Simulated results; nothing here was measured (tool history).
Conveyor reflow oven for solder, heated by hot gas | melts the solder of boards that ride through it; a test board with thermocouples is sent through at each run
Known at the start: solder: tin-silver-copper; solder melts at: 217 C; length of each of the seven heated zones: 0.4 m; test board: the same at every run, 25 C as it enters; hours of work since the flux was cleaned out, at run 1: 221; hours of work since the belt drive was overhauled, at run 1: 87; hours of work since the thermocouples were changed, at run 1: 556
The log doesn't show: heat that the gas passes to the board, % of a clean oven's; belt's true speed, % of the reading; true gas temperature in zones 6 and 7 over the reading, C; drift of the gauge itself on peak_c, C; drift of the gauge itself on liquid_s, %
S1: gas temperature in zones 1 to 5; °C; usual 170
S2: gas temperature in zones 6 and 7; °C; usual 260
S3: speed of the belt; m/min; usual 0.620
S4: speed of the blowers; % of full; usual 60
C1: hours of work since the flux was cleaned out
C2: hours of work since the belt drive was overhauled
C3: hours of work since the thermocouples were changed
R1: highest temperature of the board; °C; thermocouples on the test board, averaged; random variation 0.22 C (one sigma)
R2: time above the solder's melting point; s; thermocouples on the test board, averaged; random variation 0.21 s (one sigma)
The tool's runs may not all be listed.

run	hour	S1	S2	S3	S4	C1	C2	C3	R1	R2
1	0.0	170	260	0.620	60	221	87	556	241.2	46.8
2	10.9	170	260	0.620	60	227	94	562	240.8	47.2
3	20.5	170	260	0.620	60	233	99	567	241.1	46.9
4	27.9	170	260	0.620	60	237	103	572	241.3	46.9
5	37.8	170	266	0.620	60	243	109	577	246.3	51.5
6	46.4	170	266	0.620	61	248	114	582	246.7	51.6
7	55.8	170	266	0.620	61	253	119	588	246.7	51.7
8	62.7	170	266	0.620	61	257	123	591	246.6	51.2
9	70.7	170	260	0.620	60	262	128	596	240.9	46.6
10	75.7	170	270	0.620	60	264	131	599	250.0	54.1
# hour 78.8: thermocouples of zones 6 and 7 changed
11	85.6	170	270	0.620	60	269	135	4	251.1	54.9
12	93.7	170	260	0.620	60	274	140	9	242.3	47.8
13	100.1	170	260	0.620	60	277	143	12	242.6	47.5
14	106.3	170	260	0.620	56	281	147	16	241.7	46.6
15	115.7	170	260	0.620	56	286	152	21	241.0	47.2
16	121.8	170	260	0.620	56	290	156	25	241.5	46.3
17	128.2	170	260	0.620	56	293	160	28	241.3	46.5
18	132.8	170	251	0.620	60	296	162	31	234.7	39.2
19	138.5	161	260	0.534	63	299	165	34	245.8	58.0
20	148.5	170	252	0.620	60	305	171	40	235.2	40.2
21	154.3	166	271	0.561	55	308	174	43	253.0	62.0
22	159.4	174	260	0.629	50	311	177	46	240.9	45.9
23	167.0	174	260	0.629	50	316	182	50	240.2	45.5
24	171.8	174	260	0.546	51	318	184	53	245.2	59.4
25	178.3	181	249	0.663	63	322	188	57	233.4	38.7
26	186.4	156	259	0.621	67	327	193	62	239.3	41.2
27	192.6	156	259	0.570	56	330	196	65	240.4	45.8
28	199.2	173	260	0.661	60	334	200	69	240.5	43.3
29	209.7	175	270	0.565	60	340	206	75	254.3	65.8
30	219.0	174	260	0.607	78	345	211	80	245.8	55.4
31	225.5	170	267	0.711	60	349	215	84	243.2	40.7

Some steps in R1 between neighbouring runs. How much of each would the tool show without its hidden state too (settings, what came in, random variation), and how much is left for the hidden state, with any gauge scatter that isn't in both results?
Run 10 -> 11: thermocouples of zones 6 and 7 changed. R1 +1.1 °C: hidden state +1.2, all else -0.1.
Run 20 -> 21: S1 170 -> 166, S2 252 -> 271, S3 0.620 -> 0.561, S4 60 -> 55. R1 +17.8 °C: hidden state -0.1, all else +17.9.
Run 21 -> 22: S1 166 -> 174, S2 271 -> 260, S3 0.561 -> 0.629, S4 55 -> 50. R1 -12.1 °C: hidden state +0.1, all else -12.2.
Run 25 -> 26: S1 181 -> 156, S2 249 -> 259, S3 0.663 -> 0.621, S4 63 -> 67. R1 +5.9 °C: hidden state -0.4, all else +6.3.
Run 28 -> 29: S1 173 -> 175, S2 260 -> 270, S3 0.661 -> 0.565. R1 +13.8 °C: hidden state +0.1, all else +13.7.
Run 30 -> 31: S1 174 -> 170, S2 260 -> 267, S3 0.607 -> 0.711, S4 78 -> 60. R1 -2.6 °C: hidden state -0.3, all else -2.3.
